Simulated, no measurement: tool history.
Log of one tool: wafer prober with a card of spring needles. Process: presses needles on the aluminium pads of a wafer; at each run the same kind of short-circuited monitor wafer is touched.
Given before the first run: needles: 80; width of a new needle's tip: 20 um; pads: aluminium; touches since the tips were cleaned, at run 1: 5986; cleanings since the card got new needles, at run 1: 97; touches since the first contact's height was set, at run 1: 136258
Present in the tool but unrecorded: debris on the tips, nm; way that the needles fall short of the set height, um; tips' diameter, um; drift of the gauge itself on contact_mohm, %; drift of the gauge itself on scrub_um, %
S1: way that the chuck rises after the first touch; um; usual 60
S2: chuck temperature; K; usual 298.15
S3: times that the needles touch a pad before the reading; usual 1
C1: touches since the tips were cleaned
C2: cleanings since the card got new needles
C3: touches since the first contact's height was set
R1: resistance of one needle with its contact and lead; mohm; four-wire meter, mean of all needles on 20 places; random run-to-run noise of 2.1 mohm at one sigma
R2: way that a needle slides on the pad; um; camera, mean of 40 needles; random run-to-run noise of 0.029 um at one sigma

run 1 day=0 | S1=60 S2=298.15 S3=1 | C1=5986 C2=97 C3=136258 | R1=635 R2=14.12
-- day=0.112 tips cleaned on abrasive film
-- day=0.779 tips cleaned on abrasive film
-- day=1.479 tips cleaned on abrasive film
run 2 day=1.558 | S1=60 S2=298.15 S3=1 | C1=961 C2=100 C3=154902 | R1=416 R2=14.06
-- day=2.1 tips cleaned on abrasive film
-- day=2.8 tips cleaned on abrasive film
-- day=3.533 tips cleaned on abrasive film
run 3 day=3.633 | S1=60 S2=298.15 S3=1 | C1=1175 C2=103 C3=179790 | R1=411 R2=14.04
-- day=4.229 tips cleaned on abrasive film
-- day=4.946 tips cleaned on abrasive film
run 4 day=5.079 | S1=55 S2=298.15 S3=1 | C1=1650 C2=105 C3=197179 | R1=505 R2=12.81
-- day=5.625 tips cleaned on abrasive film
-- day=6.333 tips cleaned on abrasive film
-- day=7.008 tips cleaned on abrasive film
run 5 day=7.008 | S1=55 S2=298.15 S3=1 | C1=0 C2=108 C3=220288 | R1=296 R2=12.75
-- day=7.696 tips cleaned on abrasive film
-- day=8.125 height of the first contact set anew
-- day=8.404 tips cleaned on abrasive film
-- day=9.058 tips cleaned on abrasive film
run 6 day=9.167 | S1=55 S2=298.15 S3=1 | C1=1302 C2=111 C3=12469 | R1=475 R2=13.08
-- day=9.708 tips cleaned on abrasive film
-- day=10.375 tips cleaned on abrasive film
-- day=11.067 tips cleaned on abrasive film
run 7 day=11.075 | S1=60 S2=298.15 S3=1 | C1=103 C2=114 C3=35375 | R1=280 R2=14.24
-- day=11.662 tips cleaned on abrasive film
-- day=12.3 tips cleaned on abrasive film
run 8 day=12.375 | S1=60 S2=298.15 S3=1 | C1=922 C2=116 C3=50959 | R1=363 R2=14.2
-- day=12.921 tips cleaned on abrasive film
run 9 day=13.442 | S1=60 S2=298.15 S3=2 | C1=6266 C2=117 C3=63746 | R1=477 R2=14.16
-- day=13.592 tips cleaned on abrasive film
-- day=14.329 tips cleaned on abrasive film
-- day=14.996 tips cleaned on abrasive film
run 10 day=15.171 | S1=60 S2=298.15 S3=2 | C1=2089 C2=120 C3=84480 | R1=402 R2=14.19
-- day=15.633 tips cleaned on abrasive film
-- day=16.329 tips cleaned on abrasive film
-- day=17.004 tips cleaned on abrasive film
run 11 day=17.433 | S1=60 S2=346.15 S3=1 | C1=5180 C2=123 C3=111659 | R1=619 R2=14.15
-- day=17.712 tips cleaned on abrasive film
-- day=18.446 tips cleaned on abrasive film
-- day=19.054 tips cleaned on abrasive film
run 12 day=19.054 | S1=60 S2=298.15 S3=1 | C1=0 C2=126 C3=131041 | R1=286 R2=14.09
-- day=19.704 tips cleaned on abrasive film
-- day=20.333 tips cleaned on abrasive film
-- day=21.004 tips cleaned on abrasive film
run 13 day=21.362 | S1=60 S2=298.15 S3=1 | C1=4347 C2=129 C3=158780 | R1=595 R2=14.09
-- day=21.625 tips cleaned on abrasive film
-- day=22.304 tips cleaned on abrasive film
run 14 day=22.525 | S1=52 S2=305.15 S3=1 | C1=2643 C2=131 C3=172691 | R1=633 R2=12.18
-- day=22.904 tips cleaned on abrasive film
-- day=23.592 tips cleaned on abrasive film
-- day=24.242 tips cleaned on abrasive film
run 15 day=24.533 | S1=45 S2=305.15 S3=2 | C1=3519 C2=134 C3=196760 | R1=587 R2=10.44
-- day=24.933 tips cleaned on abrasive film
-- day=25.529 tips cleaned on abrasive film
run 16 day=25.529 | S1=45 S2=305.15 S3=2 | C1=0 C2=136 C3=208686 | R1=284 R2=10.42
-- day=26.196 tips cleaned on abrasive film
run 17 day=26.696 | S1=52 S2=337.15 S3=2 | C1=6042 C2=137 C3=222737 | R1=585 R2=12.07
-- day=26.85 tips cleaned on abrasive film
-- day=27.508 tips cleaned on abrasive film
-- day=27.667 height of the first contact set anew
-- day=28.238 tips cleaned on abrasive film
run 18 day=28.629 | S1=58 S2=300.15 S3=3 | C1=4730 C2=140 C3=11569 | R1=394 R2=13.79
-- day=28.917 tips cleaned on abrasive film
-- day=29.612 tips cleaned on abrasive film
-- day=30.338 tips cleaned on abrasive film
run 19 day=30.388 | S1=58 S2=300.15 S3=3 | C1=609 C2=143 C3=32631 | R1=289 R2=13.79
-- day=31.029 tips cleaned on abrasive film
-- day=31.712 tips cleaned on abrasive film
run 20 day=32 | S1=58 S2=310.15 S3=2 | C1=3480 C2=145 C3=51985 | R1=443 R2=13.68
-- day=32.417 tips cleaned on abrasive film
-- day=33.158 tips cleaned on abrasive film
-- day=33.8 tips cleaned on abrasive film
run 21 day=33.992 | S1=54 S2=315.15 S3=2 | C1=2325 C2=148 C3=75872 | R1=462 R2=12.71
-- day=34.412 tips cleaned on abrasive film
-- day=35.062 tips cleaned on abrasive film
run 22 day=35.171 | S1=55 S2=369.15 S3=2 | C1=1289 C2=150 C3=89992 | R1=409 R2=13
-- day=35.721 tips cleaned on abrasive film
-- day=36.458 tips cleaned on abrasive film
run 23 day=36.475 | S1=61 S2=328.15 S3=2 | C1=167 C2=152 C3=105641 | R1=300 R2=14.37
-- day=37.162 tips cleaned on abrasive film
-- day=37.817 tips cleaned on abrasive film
run 24 day=38.383 | S1=61 S2=328.15 S3=1 | C1=6832 C2=154 C3=128575 | R1=661 R2=14.32
-- day=38.533 tips cleaned on abrasive film
-- day=39.2 tips cleaned on abrasive film
run 25 day=39.688 | S1=57 S2=298.15 S3=1 | C1=5863 C2=156 C3=144214 | R1=702 R2=13.37

Run 26 comes next. What will it give?
-- day=39.817 tips cleaned on abrasive film
-- day=40.558 tips cleaned on abrasive film
run 26 day=40.992 | S1=63 S2=299.15 S3=2 | C1=5243 C2=158 C3=159876 | R1=? R2=?

R1: 471 mohm
R2: 14.79 um
Minus the tool's unlogged condition, the same run would have read R1 236 mohm, R2 14.98 um.

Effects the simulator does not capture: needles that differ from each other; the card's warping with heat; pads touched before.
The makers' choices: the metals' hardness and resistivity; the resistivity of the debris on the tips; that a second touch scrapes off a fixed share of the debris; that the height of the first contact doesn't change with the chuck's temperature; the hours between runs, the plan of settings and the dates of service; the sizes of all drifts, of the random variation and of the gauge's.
